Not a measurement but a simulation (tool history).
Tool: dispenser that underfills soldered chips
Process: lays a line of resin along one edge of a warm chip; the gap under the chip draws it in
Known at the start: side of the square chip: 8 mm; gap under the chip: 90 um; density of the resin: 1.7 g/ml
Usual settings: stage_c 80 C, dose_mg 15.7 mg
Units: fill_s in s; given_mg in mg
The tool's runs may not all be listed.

run	hour	stage_c	dose_mg	fill_s	given_mg
1	0.0	80	15.7	10.3	15.45
2	2.2	80	15.7	11.2	15.44
3	5.8	66	15.7	21.7	15.41
4	8.9	80	15.7	14.4	15.41
5	11.8	80	15.7	16.9	15.39
6	16.2	80	15.7	20.7	15.38
# hour 17.2: new syringe of resin
# hour 18.2: dispensing valve cleaned and set on the balance
7	20.8	80	15.7	11.3	15.62
8	22.8	80	15.7	12.8	15.67
9	24.7	80	15.7	12.6	15.64
10	27.8	65	15.7	26.6	15.59
11	30.0	65	15.7	29.5	15.62
12	33.0	93	15.7	12.0	15.61
# hour 35.5: new syringe of resin
13	36.6	93	15.7	6.0	15.58
14	41.2	93	18.1	8.3	17.96
15	44.7	91	18.1	9.9	17.99
16	48.1	91	18.1	11.3	17.96
17	50.5	80	18.7	18.4	18.57
# hour 53.0: new syringe of resin
18	54.4	80	18.7	10.5	18.53
19	56.3	92	15.3	7.7	15.15
20	59.7	92	15.3	8.8	15.13
21	63.4	73	19.6	20.0	19.38
22	65.9	73	19.6	21.8	19.35
23	68.6	89	20.1	14.1	19.83
# hour 70.1: new syringe of resin
24	73.4	89	20.1	8.2	19.83
25	77.1	81	20.0	13.1	19.71
26	79.7	91	20.2	10.0	19.92
27	83.0	79	20.3	17.7	19.98
28	85.2	94	14.8	12.1	14.54
# hour 87.4: new syringe of resin
29	89.5	94	14.8	6.1	14.54
30	93.5	93	16.2	8.4	15.96
31	97.8	93	16.2	9.9	15.89
32	100.0	93	16.2	11.0	15.88
33	103.0	87	13.3	15.7	13.03
# hour 104.7: new syringe of resin
34	105.8	74	17.2	12.7	16.84
# hour 109.2: dispensing valve cleaned and set on the balance
35	111.0	80	19.6	12.1	19.62
36	115.2	70	19.6	20.9	19.60

Hidden state or all else? Some run-to-run changes of fill_s, split into what the settings, what came in and random variation would give without the hidden state, and what is left for the hidden state (with any gauge scatter that isn't in both results):
The hidden state here: resin's viscosity, % of fresh resin's; dose that the valve gives, % of what is set; true chip temperature over the reading, C; drift of the gauge itself on fill_s, %; drift of the gauge itself on given_mg, %.
Run 6 -> 7: new syringe of resin, dispensing valve cleaned and set on the balance. fill_s -9.4 s: hidden state -9.3, all else -0.1.
Run 9 -> 10: stage_c 80 -> 65. fill_s +14.0 s: hidden state +5.8, all else +8.2.
Run 11 -> 12: stage_c 65 -> 93. fill_s -17.5 s: hidden state -6.3, all else -11.2.
Run 17 -> 18: new syringe of resin. fill_s -7.9 s: hidden state -8.2, all else +0.3.
Run 20 -> 21: stage_c 92 -> 73, dose_mg 15.3 -> 19.6. fill_s +11.2 s: hidden state +4.9, all else +6.3.
Run 33 -> 34: stage_c 87 -> 74, dose_mg 13.3 -> 17.2, new syringe of resin. fill_s -3.0 s: hidden state -7.0, all else +4.0.

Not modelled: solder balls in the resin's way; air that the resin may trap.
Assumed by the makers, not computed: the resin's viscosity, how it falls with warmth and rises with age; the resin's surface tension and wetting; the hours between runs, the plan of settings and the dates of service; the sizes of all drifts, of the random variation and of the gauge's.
